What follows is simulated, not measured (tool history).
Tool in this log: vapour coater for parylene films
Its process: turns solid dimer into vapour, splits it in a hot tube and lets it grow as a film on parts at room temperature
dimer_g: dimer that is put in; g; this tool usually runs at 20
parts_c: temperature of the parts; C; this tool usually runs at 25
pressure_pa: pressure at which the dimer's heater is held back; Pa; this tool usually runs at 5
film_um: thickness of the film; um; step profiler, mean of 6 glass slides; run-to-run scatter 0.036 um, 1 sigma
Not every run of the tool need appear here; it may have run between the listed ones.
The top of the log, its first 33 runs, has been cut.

{"run": 34, "hour": 362.7, "dimer_g": 34, "parts_c": 26, "pressure_pa": 3.07, "film_um": 9.98}
{"run": 35, "hour": 372.1, "dimer_g": 29, "parts_c": 26, "pressure_pa": 11.03, "film_um": 6.92}
{"run": 36, "hour": 386.7, "dimer_g": 23, "parts_c": 28, "pressure_pa": 9.89, "film_um": 5.38}
{"run": 37, "hour": 398.3, "dimer_g": 10, "parts_c": 27, "pressure_pa": 6.18, "film_um": 2.58}
{"hour": 408.0, "done": "trap's valve overhauled"}
{"run": 38, "hour": 416.7, "dimer_g": 11, "parts_c": 23, "pressure_pa": 6.31, "film_um": 3.14}
{"run": 39, "hour": 426.2, "dimer_g": 16, "parts_c": 23, "pressure_pa": 3.29, "film_um": 5}
{"run": 40, "hour": 433.3, "dimer_g": 33, "parts_c": 25, "pressure_pa": 5, "film_um": 9.21}
{"run": 41, "hour": 447.8, "dimer_g": 11, "parts_c": 25, "pressure_pa": 5, "film_um": 3.1}
{"run": 42, "hour": 458.7, "dimer_g": 25, "parts_c": 28, "pressure_pa": 11.23, "film_um": 5.74}
{"run": 43, "hour": 466.9, "dimer_g": 25, "parts_c": 28, "pressure_pa": 11.23, "film_um": 5.74}
{"run": 44, "hour": 482.6, "dimer_g": 12, "parts_c": 24, "pressure_pa": 6.36, "film_um": 3.32}
{"run": 45, "hour": 498.3, "dimer_g": 11, "parts_c": 23, "pressure_pa": 5, "film_um": 3.19}
{"run": 46, "hour": 512.5, "dimer_g": 11, "parts_c": 23, "pressure_pa": 5, "film_um": 3.22}
{"run": 47, "hour": 527.6, "dimer_g": 19, "parts_c": 28, "pressure_pa": 5.82, "film_um": 4.83}

What if the next run were any one of these 4? Each begins from the tool's condition after run 47:
{"run": "A", "hour": 536.2, "dimer_g": 19, "parts_c": 28, "pressure_pa": 2.65, "film_um": "?"}
{"run": "B", "hour": 536.2, "dimer_g": 19, "parts_c": 35, "pressure_pa": 5.82, "film_um": "?"}
{"run": "C", "hour": 536.2, "dimer_g": 15, "parts_c": 24, "pressure_pa": 3.44, "film_um": "?"}
{"run": "D", "hour": 536.2, "dimer_g": 9, "parts_c": 17, "pressure_pa": 4.2, "film_um": "?"}

run=A film_um=5.44
run=B film_um=4.09
run=C film_um=4.53
run=D film_um=3.15
With the hidden condition removed and each run's random variation left untouched, the same runs would have given:
run=A film_um=5.44
run=B film_um=4.09
run=C film_um=4.53
run=D film_um=3.15
